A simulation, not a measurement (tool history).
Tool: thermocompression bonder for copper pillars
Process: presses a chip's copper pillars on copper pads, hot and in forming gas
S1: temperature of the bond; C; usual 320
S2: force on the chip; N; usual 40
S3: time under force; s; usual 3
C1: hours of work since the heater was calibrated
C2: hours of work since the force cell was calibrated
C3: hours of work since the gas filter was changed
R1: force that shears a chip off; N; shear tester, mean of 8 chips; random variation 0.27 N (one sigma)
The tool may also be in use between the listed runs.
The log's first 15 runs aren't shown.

| run | hour | S1 | S2 | S3 | C1 | C2 | C3 | R1 |
|---|---|---|---|---|---|---|---|---|
| 16 | 846.1 | 336 | 40 | 3 | 1016 | 318 | 372 | 77.1 |
| 17 | 898.1 | 336 | 40 | 3 | 1047 | 349 | 402 | 77.8 |
|  | 905.7 | forming gas filter changed |
|  | 938.9 | heater calibrated with a thermocouple chip |
| 18 | 971.1 | 320 | 40 | 2 | 19 | 390 | 37 | 65.7 |
| 19 | 1011.7 | 313 | 24 | 2 | 43 | 414 | 61 | 41.9 |
| 20 | 1072.6 | 342 | 30 | 9 | 79 | 450 | 97 | 91.4 |
| 21 | 1150.1 | 294 | 26 | 4 | 124 | 496 | 143 | 49.1 |
| 22 | 1215.9 | 294 | 26 | 4 | 163 | 534 | 182 | 48.6 |
| 23 | 1257.7 | 319 | 29 | 3 | 188 | 559 | 206 | 58.8 |
| 24 | 1326.4 | 331 | 46 | 3 | 228 | 599 | 247 | 83.4 |
| 25 | 1377.6 | 331 | 46 | 3 | 258 | 630 | 277 | 83.3 |
| 26 | 1433.5 | 331 | 46 | 3 | 291 | 663 | 310 | 82.6 |
| 27 | 1484.2 | 331 | 46 | 3 | 321 | 692 | 339 | 82.3 |
| 28 | 1536.0 | 320 | 60 | 3 | 352 | 723 | 370 | 87.8 |
| 29 | 1583.8 | 320 | 60 | 3 | 380 | 751 | 398 | 87.6 |
|  | 1598.5 | forming gas filter changed |
| 30 | 1620.4 | 320 | 60 | 3 | 401 | 772 | 13 | 95.4 |
|  | 1644.2 | force cell calibrated |
| 31 | 1662.3 | 320 | 52 | 5 | 425 | 11 | 37 | 95.5 |
| 32 | 1704.2 | 320 | 52 | 5 | 449 | 35 | 61 | 95.0 |
| 33 | 1763.1 | 320 | 52 | 5 | 484 | 70 | 96 | 94.3 |
| 34 | 1827.9 | 320 | 52 | 5 | 522 | 108 | 134 | 93.6 |

3 ways to go on from here, each from the tool as it stands after run 34. What would each give?
| A | 1891.7 | 320 | 50 | 7 | 560 | 146 | 172 | ? |
| B | 1891.7 | 330 | 32 | 7 | 560 | 146 | 172 | ? |
| C | 1891.7 | 313 | 28 | 2 | 560 | 146 | 172 | ? |

| run | R1 |
|---|---|
| A | 97.0 |
| B | 83.9 |
| C | 47.2 |
Without the tool's hidden state the same runs would have given:
| run | R1 |
|---|---|
| A | 97.3 |
| B | 82.8 |
| C | 45.0 |

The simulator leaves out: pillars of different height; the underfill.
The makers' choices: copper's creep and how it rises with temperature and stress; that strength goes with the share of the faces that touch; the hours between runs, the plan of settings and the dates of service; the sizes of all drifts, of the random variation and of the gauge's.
